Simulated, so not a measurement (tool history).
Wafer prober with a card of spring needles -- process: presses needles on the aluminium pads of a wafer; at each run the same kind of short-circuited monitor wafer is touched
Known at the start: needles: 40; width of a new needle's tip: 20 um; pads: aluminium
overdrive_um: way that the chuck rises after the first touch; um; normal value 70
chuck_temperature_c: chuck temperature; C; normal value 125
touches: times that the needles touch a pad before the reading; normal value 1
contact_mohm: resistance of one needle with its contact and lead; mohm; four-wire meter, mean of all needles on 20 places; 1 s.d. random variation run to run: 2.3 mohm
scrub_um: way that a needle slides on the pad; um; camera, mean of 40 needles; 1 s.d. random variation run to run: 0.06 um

run,hour,overdrive_um,chuck_temperature_c,touches,contact_mohm,scrub_um
1,0,70,125,1,432,17.33
# hour 5.2: tips cleaned on abrasive film
# hour 20.5: tips cleaned on abrasive film
2,20.5,70,125,1,287,17.3
# hour 35.1: tips cleaned on abrasive film
# hour 50.7: tips cleaned on abrasive film
3,51.1,70,125,1,298,17.17
# hour 64.5: tips cleaned on abrasive film
4,65.1,70,125,1,298,17.26
# hour 77.8: tips cleaned on abrasive film
5,83.5,70,125,1,422,17.13
# hour 92.1: tips cleaned on abrasive film
# hour 107: tips cleaned on abrasive film
6,112,70,125,1,418,17.18
# hour 121.2: tips cleaned on abrasive film
# hour 134.4: tips cleaned on abrasive film
7,142.5,70,125,1,448,17.16
# hour 148.3: tips cleaned on abrasive film
# hour 161.5: tips cleaned on abrasive film
8,166.6,70,125,1,407,17.04
# hour 175.9: tips cleaned on abrasive film
9,186.1,70,125,1,474,17.1
# hour 190: tips cleaned on abrasive film
# hour 204.1: tips cleaned on abrasive film
10,207.9,63,125,1,400,15.3
# hour 217.7: tips cleaned on abrasive film
# hour 232.2: tips cleaned on abrasive film
11,237,72,125,1,412,17.39
# hour 246.2: tips cleaned on abrasive film
# hour 255.3: height of the first contact set anew
# hour 259.5: tips cleaned on abrasive film
12,266.4,72,125,1,418,18.01
# hour 274.6: tips cleaned on abrasive film
13,284.7,72,125,1,457,17.92
# hour 289.7: tips cleaned on abrasive film
14,300.1,70,125,1,483,17.31
# hour 304.4: tips cleaned on abrasive film
# hour 319.5: tips cleaned on abrasive film
15,320.1,70,125,2,292,17.33
# hour 333.9: tips cleaned on abrasive film
16,333.9,70,125,1,277,17.25

Run 17 has not been measured yet. What should we expect?
# hour 347.6: tips cleaned on abrasive film
17,347.7,70,125,1,?,?

Run 17 yielded contact_mohm 275 mohm, scrub_um 17.35 um.
Had the tool carried no hidden state, the very same run would have given contact_mohm 254 mohm, scrub_um 17.48 um.
